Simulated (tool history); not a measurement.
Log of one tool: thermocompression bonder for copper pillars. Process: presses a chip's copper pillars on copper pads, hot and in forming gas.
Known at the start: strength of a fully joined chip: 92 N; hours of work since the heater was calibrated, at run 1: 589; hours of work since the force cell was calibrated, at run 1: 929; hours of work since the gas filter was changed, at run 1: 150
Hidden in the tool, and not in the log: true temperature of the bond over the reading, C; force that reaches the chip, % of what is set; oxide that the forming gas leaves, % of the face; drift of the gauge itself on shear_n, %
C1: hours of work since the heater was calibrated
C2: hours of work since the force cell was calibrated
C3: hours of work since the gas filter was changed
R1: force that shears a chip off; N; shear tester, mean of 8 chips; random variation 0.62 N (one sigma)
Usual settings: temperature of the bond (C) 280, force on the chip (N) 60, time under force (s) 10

Run 1, hour 0.0: usual settings; C1 589; C2 929; C3 150. Result: R1 35.4 N.
Run 2, hour 16.2: usual settings; C1 596; C2 936; C3 157. Result: R1 34.6 N.
Run 3, hour 36.0: usual settings; C1 605; C2 945; C3 166. Result: R1 35.4 N.
Run 4, hour 67.4: usual settings; C1 619; C2 959; C3 180. Result: R1 34.6 N.
Run 5, hour 85.2: usual settings but time under force (s) 21; C1 627; C2 967; C3 188. Result: R1 45.4 N.
Run 6, hour 113.7: usual settings but time under force (s) 21; C1 640; C2 980; C3 201. Result: R1 44.9 N.
Run 7, hour 151.4: usual settings but time under force (s) 21; C1 657; C2 997; C3 218. Result: R1 44.7 N.
Run 8, hour 170.6: usual settings but time under force (s) 21; C1 666; C2 1006; C3 226. Result: R1 44.5 N.
Run 9, hour 198.5: usual settings but time under force (s) 21; C1 678; C2 1018; C3 239. Result: R1 45.4 N.
Run 10, hour 216.4: usual settings but time under force (s) 21; C1 686; C2 1027; C3 247. Result: R1 45.5 N.
Run 11, hour 246.7: usual settings but time under force (s) 21; C1 700; C2 1040; C3 261. Result: R1 45.6 N.
Run 12, hour 275.2: usual settings but time under force (s) 21; C1 713; C2 1053; C3 274. Result: R1 43.9 N.
At hour 279.9: force cell calibrated.
Run 13, hour 298.2: usual settings but force on the chip (N) 83; C1 723; C2 8; C3 283. Result: R1 41.3 N.
Run 14, hour 332.7: usual settings but temperature of the bond (C) 298, force on the chip (N) 63, time under force (s) 6; C1 738; C2 24; C3 299. Result: R1 35.4 N.
Run 15, hour 350.1: usual settings but temperature of the bond (C) 303, force on the chip (N) 38; C1 746; C2 32; C3 307. Result: R1 33.2 N.
At hour 354.4: heater calibrated with a thermocouple chip.
Run 16, hour 389.1: usual settings but temperature of the bond (C) 303, force on the chip (N) 54, time under force (s) 9; C1 16; C2 48; C3 323. Result: R1 40.8 N.
Run 17, hour 410.9: usual settings but temperature of the bond (C) 287, force on the chip (N) 62, time under force (s) 14; C1 25; C2 58; C3 333. Result: R1 41.0 N.
Run 18, hour 434.7: usual settings but force on the chip (N) 37, time under force (s) 9; C1 36; C2 69; C3 344. Result: R1 20.8 N.
Run 19, hour 462.1: usual settings but temperature of the bond (C) 273, force on the chip (N) 52, time under force (s) 30; C1 48; C2 81; C3 356. Result: R1 38.1 N.
At hour 464.6: forming gas filter changed.
Run 20, hour 482.4: usual settings but temperature of the bond (C) 298, force on the chip (N) 73, time under force (s) 19; C1 57; C2 90; C3 8. Result: R1 58.8 N.
At hour 500.0: heater calibrated with a thermocouple chip, once more.
Run 21, hour 509.5: usual settings but temperature of the bond (C) 299, force on the chip (N) 65; C1 4; C2 101; C3 19. Result: R1 50.3 N.
Run 22, hour 528.4: usual settings but temperature of the bond (C) 281, force on the chip (N) 63, time under force (s) 8; C1 13; C2 110; C3 28. Result: R1 35.8 N.

Forecast run 23:
Run 23, hour 561.3: usual settings but temperature of the bond (C) 281, force on the chip (N) 63, time under force (s) 8; C1 28; C2 125; C3 43. Result: R1 ?.

{"run 23": {"R1": 34.5}}
Without the tool's hidden state the same run would have given R1 34.6 N.
